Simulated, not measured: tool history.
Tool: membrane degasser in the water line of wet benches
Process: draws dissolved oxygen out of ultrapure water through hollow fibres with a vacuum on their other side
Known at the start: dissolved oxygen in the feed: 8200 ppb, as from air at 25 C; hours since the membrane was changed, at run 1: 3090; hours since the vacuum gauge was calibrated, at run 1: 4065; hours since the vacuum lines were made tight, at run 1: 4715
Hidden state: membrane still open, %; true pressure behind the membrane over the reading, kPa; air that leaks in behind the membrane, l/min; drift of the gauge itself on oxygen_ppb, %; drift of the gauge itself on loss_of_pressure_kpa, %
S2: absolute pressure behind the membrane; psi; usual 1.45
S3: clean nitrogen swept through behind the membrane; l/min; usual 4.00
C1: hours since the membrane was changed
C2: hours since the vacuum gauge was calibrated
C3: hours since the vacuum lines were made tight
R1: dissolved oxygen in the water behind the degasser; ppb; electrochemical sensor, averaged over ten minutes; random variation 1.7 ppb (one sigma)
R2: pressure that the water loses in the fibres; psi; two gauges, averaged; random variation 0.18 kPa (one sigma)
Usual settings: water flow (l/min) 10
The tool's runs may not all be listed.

run 1 hour=0.0 | water_flow_(l/min)=10 S2=1.45 S3=4.00 | C1=3090 C2=4065 C3=4715 | R1=181.0 R2=4.978
run 2 hour=183.8 | water_flow_(l/min)=10 S2=1.45 S3=4.00 | C1=3274 C2=4249 C3=4899 | R1=180.3 R2=4.989
run 3 hour=410.0 | water_flow_(l/min)=10 S2=1.45 S3=4.00 | C1=3500 C2=4475 C3=5125 | R1=188.9 R2=5.055
run 4 hour=633.7 | water_flow_(l/min)=10 S2=1.45 S3=4.00 | C1=3724 C2=4699 C3=5349 | R1=180.1 R2=5.024
run 5 hour=766.4 | water_flow_(l/min)=10 S2=1.45 S3=6.55 | C1=3857 C2=4831 C3=5481 | R1=168.4 R2=5.030
run 6 hour=981.1 | water_flow_(l/min)=10 S2=1.45 S3=6.55 | C1=4071 C2=5046 C3=5696 | R1=170.4 R2=5.086
-- hour=992.3 vacuum gauge calibrated
-- hour=1103.6 seals of the vacuum lines changed
run 7 hour=1220.6 | water_flow_(l/min)=10 S2=1.45 S3=4.00 | C1=4308 C2=226 C3=117 | R1=184.4 R2=5.057
run 8 hour=1334.3 | water_flow_(l/min)=14 S2=2.57 S3=7.27 | C1=4422 C2=340 C3=231 | R1=413.0 R2=7.001
-- hour=1521.0 vacuum gauge calibrated, once more
run 9 hour=1534.0 | water_flow_(l/min)=10 S2=2.39 S3=2.36 | C1=4621 C2=13 C3=430 | R1=275.3 R2=5.059
run 10 hour=1689.6 | water_flow_(l/min)=10 S2=2.39 S3=2.36 | C1=4777 C2=169 C3=586 | R1=275.1 R2=5.063
run 11 hour=1850.1 | water_flow_(l/min)=10 S2=2.39 S3=2.36 | C1=4937 C2=329 C3=746 | R1=278.3 R2=5.010
run 12 hour=1967.0 | water_flow_(l/min)=10 S2=2.39 S3=2.36 | C1=5054 C2=446 C3=863 | R1=279.3 R2=5.020
run 13 hour=2182.7 | water_flow_(l/min)=10 S2=2.39 S3=2.36 | C1=5270 C2=662 C3=1079 | R1=282.5 R2=5.062
run 14 hour=2360.8 | water_flow_(l/min)=14 S2=3.35 S3=10.12 | C1=5448 C2=840 C3=1257 | R1=421.0 R2=7.066

3 ways to go on from here, each from the tool as it stands after run 14. What would each give?
run A hour=2498.1 | water_flow_(l/min)=15 S2=3.06 S3=2.35 | C1=5585 C2=977 C3=1394 | R1=? R2=?
run B hour=2498.1 | water_flow_(l/min)=14 S2=2.05 S3=10.12 | C1=5585 C2=977 C3=1394 | R1=? R2=?
run C hour=2498.1 | water_flow_(l/min)=8 S2=1.00 S3=2.31 | C1=5585 C2=977 C3=1394 | R1=? R2=?

run=A R1=659.4 R2=7.564
run=B R1=396.3 R2=7.127
run=C R1=100.4 R2=4.060
Without the tool's hidden state the same runs would have given:
run=A R1=628.5 R2=7.368
run=B R1=367.6 R2=6.946
run=C R1=91.8 R2=3.955
